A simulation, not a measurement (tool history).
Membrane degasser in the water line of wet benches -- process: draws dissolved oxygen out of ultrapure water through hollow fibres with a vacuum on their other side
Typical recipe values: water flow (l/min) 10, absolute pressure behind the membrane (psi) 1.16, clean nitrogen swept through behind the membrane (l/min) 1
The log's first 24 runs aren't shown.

run	hour	water flow (l/min)	absolute pressure behind the membrane (psi)	clean nitrogen swept through behind the membrane (l/min)	dissolved oxygen in the water behind the degasser (ppb)	pressure that the water loses in the fibres (psi)
25	1215	13	1.131	1.04	191.1	5.761
26	1274.9	16	1.352	0.77	396	7.108
27	1329.7	10	1.69	0.74	275	4.438
28	1401	10	1.877	1.38	185.3	4.477
29	1466.6	10	1.877	1.38	184.9	4.498
30	1514	10	1.877	1.56	168.1	4.445
31	1556.1	10	1.877	1.56	169.7	4.469
32	1607.9	10	1.907	0.8	303.2	4.418

Predict each of these 3 candidate next runs independently; none follows another, all start after run 32:
A	1646.7	8	1.893	0.57	?	?
B	1646.7	8	2.727	2.09	?	?
C	1646.7	9	0.876	0.8	?	?

run	dissolved oxygen in the water behind the degasser (ppb)	pressure that the water loses in the fibres (psi)
A	326.6	3.609
B	154.6	3.614
C	86.3	4.044
Had the tool no hidden state, the same runs would have come out as:
run	dissolved oxygen in the water behind the degasser (ppb)	pressure that the water loses in the fibres (psi)
A	319.7	3.479
B	150.3	3.485
C	81.6	3.897
